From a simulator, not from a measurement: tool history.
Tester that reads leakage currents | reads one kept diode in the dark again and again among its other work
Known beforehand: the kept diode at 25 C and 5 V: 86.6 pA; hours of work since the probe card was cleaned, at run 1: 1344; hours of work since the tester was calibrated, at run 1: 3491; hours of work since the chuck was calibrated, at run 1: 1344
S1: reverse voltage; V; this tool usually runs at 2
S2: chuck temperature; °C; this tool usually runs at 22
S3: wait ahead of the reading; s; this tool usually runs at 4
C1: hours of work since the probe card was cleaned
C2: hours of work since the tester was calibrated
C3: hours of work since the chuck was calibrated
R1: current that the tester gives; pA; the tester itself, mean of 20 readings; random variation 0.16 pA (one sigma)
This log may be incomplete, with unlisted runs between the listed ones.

run,hour,S1,S2,S3,C1,C2,C3,R1
1,0,2,22,4,1344,3491,1344,53.38
2,59.1,2,22,4,1390,3537,1390,53.98
# hour 132.3: chuck's temperature calibrated
3,178.4,2.7,22,4,1481,3628,36,55.43
4,300.3,2,22,4,1575,3722,130,50.22
5,415.5,2,22,4,1664,3811,219,50.68
6,527.4,2,22,4,1750,3898,305,51
# hour 557.2: tester calibrated
7,613.7,2,22,0.35,1816,44,371,50.92
8,723.3,2,57,4,1900,128,455,628.94
9,798.3,2,57,4,1958,186,513,631.01
10,856.8,2,57,4,2003,232,559,629.25
# hour 976.2: tester calibrated, once more
11,980,2,57,4,2097,3,652,661.1
12,1076.7,2,22,4,2172,78,727,53.25
13,1182.9,2,22,0.53,2254,160,809,54.24
14,1247.1,2,22,0.53,2304,209,859,54.61
15,1367.4,2,22,0.53,2397,302,952,54.79
16,1459.2,2,22,0.53,2468,373,1023,55
17,1578.8,2,22,0.53,2560,466,1115,55.09
18,1650.2,2,22,0.53,2615,521,1170,55.35
19,1764.7,2,22,0.53,2704,610,1259,55.24
20,1856,2,22,0.53,2774,680,1329,55.53
21,1954.8,2,22,0.53,2851,756,1406,55.45
# hour 2005.5: chuck's temperature calibrated
22,2011.3,2,22,0.53,2893,799,4,52.8
# hour 2086.6: probe card cleaned and baked
23,2117.7,2,22,0.53,24,879,84,51.04
24,2220.3,2,22,0.65,103,958,164,50.93
25,2320.1,3.04,34,8.32,180,1035,241,149.19
26,2394.6,5.03,40,8.32,238,1093,298,275.13
27,2513,15.19,33,4.43,330,1184,390,237.83
28,2591.5,1.99,24,2.56,390,1245,451,60.46
29,2709.3,12.25,22,4,481,1336,542,95.43
30,2788.5,12.27,22,7.29,543,1397,603,96.25
31,2842.9,12.27,22,7.29,585,1439,645,96.72
32,2903.6,5.86,47,7.29,632,1486,692,478.45
33,2955.3,1.17,23,0.45,672,1526,732,47.63
34,3071.9,1.16,23,1.56,762,1616,822,47.26
35,3130.7,1.16,33,0.62,807,1662,867,103.52
36,3233.3,17.38,33,0.69,886,1741,947,261.38
37,3345.7,1.39,23,4.85,973,1828,1034,50.73
38,3433,1.39,23,4.85,1041,1895,1101,50.98
39,3500.2,6.5,22,1.33,1093,1947,1153,80.37

Below are 3 alternative next runs, each starting from the tool's condition after run 39. Predict each:
A,3592.1,1.31,31,5.18,1164,2018,1224,?
B,3592.1,1.27,22,1.33,1164,2018,1224,?
C,3592.1,4.92,22,1.33,1164,2018,1224,?

run,R1
A,93.79
B,45.82
C,73.18
With no hidden state in the tool, these same runs would have given:
run,R1
A,89.55
B,43.35
C,68.02

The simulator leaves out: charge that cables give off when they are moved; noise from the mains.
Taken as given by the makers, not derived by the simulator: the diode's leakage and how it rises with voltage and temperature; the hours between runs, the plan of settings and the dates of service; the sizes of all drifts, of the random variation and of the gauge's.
